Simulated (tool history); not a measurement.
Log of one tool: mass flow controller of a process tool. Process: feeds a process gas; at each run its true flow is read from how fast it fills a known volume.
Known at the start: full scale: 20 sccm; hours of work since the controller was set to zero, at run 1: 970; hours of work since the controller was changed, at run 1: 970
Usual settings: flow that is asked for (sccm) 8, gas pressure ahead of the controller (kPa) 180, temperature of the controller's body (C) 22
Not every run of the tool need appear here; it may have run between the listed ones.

run      day  flow that is asked for (sccm)  gas pressure ahead of the controller (kPa)  temperature of the controller's body (C)  hours of work since the controller was set to zero  hours of work since the controller was changed  true flow (%)
  1    0.000                              8                                         180                                        22                                                 970                                             970          98.43
  2   11.088                              8                                         180                                        22                                                1103                                            1103          98.26
  3   24.767                              8                                         180                                        22                                                1266                                            1266          98.47
  4   35.271                              8                                         180                                        22                                                1392                                            1392          98.33
  5   53.050                              8                                         180                                        22                                                1605                                            1605          98.51
  6   71.292                              8                                         180                                        22                                                1823                                            1823          98.38
  7   82.521                              8                                         180                                        24                                                1957                                            1957          98.62
  8   95.767                              8                                         180                                        24                                                2116                                            2116          98.47
  9  105.146                              8                                         180                                        24                                                2228                                            2228          98.27
 10  115.325                              8                                         180                                        24                                                2350                                            2350          98.43
 11  126.708                              8                                         180                                        27                                                2486                                            2486          98.52
 12  134.671                              8                                         180                                        27                                                2581                                            2581          98.49
 13  146.646                             16                                         180                                        22                                                2724                                            2724          99.41
 14  160.850                             16                                         180                                        22                                                2894                                            2894          99.43
 15  177.629                             16                                         180                                        22                                                3095                                            3095          99.31
 16  193.521                             16                                         180                                        22                                                3285                                            3285          99.52
 17  205.438                             16                                         180                                        22                                                3428                                            3428          99.45
 18  215.946                              8                                         180                                        22                                                3553                                            3553          98.43
 19  223.875                              8                                         180                                        22                                                3648                                            3648          98.38
 20  243.067                             17                                         180                                        22                                                3878                                            3878          99.60
 21  260.238                              8                                         180                                        22                                                4083                                            4083          98.31
 22  268.871                              8                                         180                                        22                                                4187                                            4187          98.45
 23  281.521                              8                                         180                                        22                                                4338                                            4338          98.36
 24  296.612                              8                                         180                                        21                                                4519                                            4519          98.52
 25  309.138                              8                                         180                                        21                                                4668                                            4668          98.29
 26  327.054                              6                                         236                                        37                                                4883                                            4883          98.53
 27  336.338                              6                                         236                                        37                                                4994                                            4994          98.52
 28  349.800                             10                                         266                                        22                                                5155                                            5155          98.56
 29  368.717                              8                                         272                                        27                                                5381                                            5381          98.47
 30  385.546                             12                                         163                                        22                                                5582                                            5582          98.93
 31  402.992                             12                                         163                                        22                                                5791                                            5791          98.95
 32  413.154                              8                                         193                                        22                                                5913                                            5913          98.36
 33  427.992                             11                                         199                                        22                                                6090                                            6090          98.68
 34  439.454                             11                                         198                                        38                                                6227                                            6227          99.10
 35  450.438                              6                                         159                                        35                                                6359                                            6359          98.48
 36  467.558                              6                                         159                                        35                                                6564                                            6564          98.47
 37  480.312                              8                                         259                                        22                                                6716                                            6716          98.28
 38  494.538                              8                                         259                                        22                                                6886                                            6886          98.40
 39  503.942                              8                                         259                                        22                                                6999                                            6999          98.30
 40  514.892                              8                                         259                                        22                                                7130                                            7130          98.19
     520.738  -- controller exchanged for a calibrated one
 41  531.596                              8                                         259                                        22                                                 130                                             130          98.25
 42  539.588                              8                                         259                                        22                                                 226                                             226          98.42
 43  549.038                              2                                         180                                        24                                                 339                                             339          97.71
 44  562.608                              6                                         180                                        27                                                 501                                             501          98.19
 45  581.475                              6                                         180                                        28                                                 727                                             727          98.29
 46  593.529                              8                                         180                                        20                                                 871                                             871          98.38
 47  611.579                             13                                         229                                        20                                                1087                                            1087          98.85
 48  627.929                             13                                         246                                        20                                                1282                                            1282          98.93
 49  638.675                              3                                         246                                        21                                                1411                                            1411          97.68

Predict each of these 4 candidate next runs independently; none follows another, all start after run 49:
  A  657.754                              3                                         246                                        27                                                1639                                            1639              ?
  B  657.754                              3                                         168                                        22                                                1639                                            1639              ?
  C  657.754                              8                                         231                                        27                                                1639                                            1639              ?
  D  657.754                              3                                         246                                        21                                                1639                                            1639              ?

run  true flow (%)
  A          97.72
  B          97.69
  C          98.42
  D          97.72
With no hidden state in the tool, these same runs would have given:
run  true flow (%)
  A          97.71
  B          97.69
  C          98.41
  D          97.71
